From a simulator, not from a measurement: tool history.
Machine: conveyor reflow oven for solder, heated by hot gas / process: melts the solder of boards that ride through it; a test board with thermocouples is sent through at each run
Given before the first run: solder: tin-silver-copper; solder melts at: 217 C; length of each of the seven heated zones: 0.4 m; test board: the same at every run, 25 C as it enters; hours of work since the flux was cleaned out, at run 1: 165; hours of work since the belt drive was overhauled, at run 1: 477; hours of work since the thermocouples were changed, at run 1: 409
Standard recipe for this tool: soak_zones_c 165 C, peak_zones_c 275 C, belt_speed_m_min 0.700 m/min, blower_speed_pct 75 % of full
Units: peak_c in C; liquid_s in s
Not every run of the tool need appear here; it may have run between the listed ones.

run,hour,soak_zones_c,peak_zones_c,belt_speed_m_min,blower_speed_pct,hours of work since the flux was cleaned out,hours of work since the belt drive was overhauled,hours of work since the thermocouples were changed,peak_c,liquid_s
1,0.0,165,275,0.700,75,165,477,409,254.9,50.3
2,27.7,165,275,0.700,86,184,496,427,258.4,52.6
3,57.8,165,275,0.700,75,204,516,447,255.3,49.8
4,75.4,165,275,0.700,75,215,528,459,255.4,49.9
5,108.3,168,275,0.700,75,237,550,481,255.7,51.4
6,133.3,168,275,0.700,75,254,566,498,255.7,51.3
7,167.9,168,275,0.700,75,277,589,521,256.1,51.3
8,183.0,165,275,0.700,75,287,599,531,255.3,50.0
9,219.4,165,275,0.700,75,311,624,555,255.2,50.0
10,249.8,165,275,0.700,75,332,644,575,255.2,50.4
11,285.8,165,275,0.700,75,356,668,599,255.0,49.6
# hour 314.0: flux residue cleaned out of gas plates and filters
12,325.9,165,275,0.700,84,8,691,623,257.9,52.2
13,340.8,165,275,0.787,75,18,701,633,250.9,40.9
14,372.2,165,275,0.700,75,39,722,654,255.4,49.8
15,398.4,171,289,0.691,64,56,740,671,265.5,57.7
16,434.9,171,289,0.808,64,81,764,696,257.7,44.6
17,471.8,171,289,0.808,64,105,789,720,257.4,44.7
18,498.8,171,289,0.808,64,123,807,738,257.9,44.8
19,514.1,171,289,0.808,64,133,817,748,258.2,44.7
20,531.7,171,289,0.808,64,145,829,760,257.9,45.0
21,554.3,172,278,0.700,75,160,844,775,259.0,54.4
22,572.1,157,278,0.808,63,172,856,787,245.0,33.4
23,587.2,150,283,0.808,72,182,866,797,251.6,36.9
24,610.4,150,280,0.611,72,198,881,813,261.3,57.7
25,637.6,150,280,0.611,54,216,899,831,254.4,51.9
# hour 654.3: thermocouples of zones 6 and 7 changed
26,671.6,150,280,0.611,54,237,921,12,254.9,52.0
27,707.0,150,279,0.698,54,261,944,35,247.2,38.9

For each entry between runs, how does the tool's hidden state at the last listed run before it compare with that at the first listed run after it?
Between runs 11 and 12: flux residue cleaned out of gas plates and filters (hour 314.0)
  heat that the gas passes to the board, % of a clean oven's: 99.9 -> 100
Between runs 25 and 26: thermocouples of zones 6 and 7 changed (hour 654.3)
  true gas temperature in zones 6 and 7 over the reading, C: -0.06 -> 0
